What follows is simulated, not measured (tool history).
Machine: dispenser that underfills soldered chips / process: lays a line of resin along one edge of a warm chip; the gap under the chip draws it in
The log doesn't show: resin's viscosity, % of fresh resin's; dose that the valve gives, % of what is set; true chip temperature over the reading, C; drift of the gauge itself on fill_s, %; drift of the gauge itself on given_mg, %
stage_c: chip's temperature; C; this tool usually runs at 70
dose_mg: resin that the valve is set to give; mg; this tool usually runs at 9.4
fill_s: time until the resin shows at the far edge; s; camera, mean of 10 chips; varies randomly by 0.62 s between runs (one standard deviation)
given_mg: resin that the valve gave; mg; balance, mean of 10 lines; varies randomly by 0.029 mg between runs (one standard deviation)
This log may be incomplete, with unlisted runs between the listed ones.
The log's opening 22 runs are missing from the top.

| run | hour | stage_c | dose_mg | hours of work since the syringe was changed | hours of work since the valve was cleaned | hours of work since the stage was calibrated | fill_s | given_mg |
|---|---|---|---|---|---|---|---|---|
|  | 217 | new syringe of resin |
| 23 | 220.9 | 83 | 11.98 | 3 | 37 | 12 | 47 | 11.86 |
| 24 | 228.8 | 83 | 11.98 | 9 | 42 | 18 | 78 | 11.85 |
|  | 230.9 | new syringe of resin |
| 25 | 235.7 | 76 | 9.5 | 4 | 47 | 23 | 61.1 | 9.36 |
| 26 | 241.5 | 65 | 11.4 | 8 | 52 | 27 | 123.1 | 11.22 |
|  | 244.6 | new syringe of resin |
| 27 | 255.2 | 65 | 11.4 | 8 | 62 | 37 | 121.4 | 11.2 |
|  | 258 | new syringe of resin |
| 28 | 262.3 | 65 | 11.4 | 3 | 67 | 42 | 81.6 | 11.17 |
|  | 271.2 | new syringe of resin |
| 29 | 273.9 | 65 | 11.4 | 2 | 75 | 51 | 73.2 | 11.23 |
|  | 285.1 | new syringe of resin |
| 30 | 285.4 | 58 | 9.85 | 0 | 84 | 59 | 78.5 | 9.65 |
| 31 | 293.6 | 58 | 9.85 | 6 | 90 | 65 | 133.3 | 9.6 |

4 ways to go on from here, each from the tool as it stands after run 31. What would each give?
|  | 298.3 | new syringe of resin |
| A | 306.9 | 74 | 8.92 | 6 | 99 | 75 | ? | ? |
|  | 298.3 | new syringe of resin |
| B | 306.9 | 63 | 12.03 | 6 | 99 | 75 | ? | ? |
|  | 298.3 | new syringe of resin |
| C | 306.9 | 62 | 9.93 | 6 | 99 | 75 | ? | ? |
|  | 298.3 | new syringe of resin |
| D | 306.9 | 65 | 10.72 | 6 | 99 | 75 | ? | ? |

| run | fill_s | given_mg |
|---|---|---|
| A | 80.4 | 8.65 |
| B | 112.8 | 11.69 |
| C | 114.1 | 9.68 |
| D | 106.9 | 10.45 |
The same runs, with their run-to-run variation unchanged, on a tool lacking any hidden condition would have given:
| run | fill_s | given_mg |
|---|---|---|
| A | 48 | 8.9 |
| B | 67.9 | 12.03 |
| C | 68.5 | 9.96 |
| D | 64.3 | 10.76 |
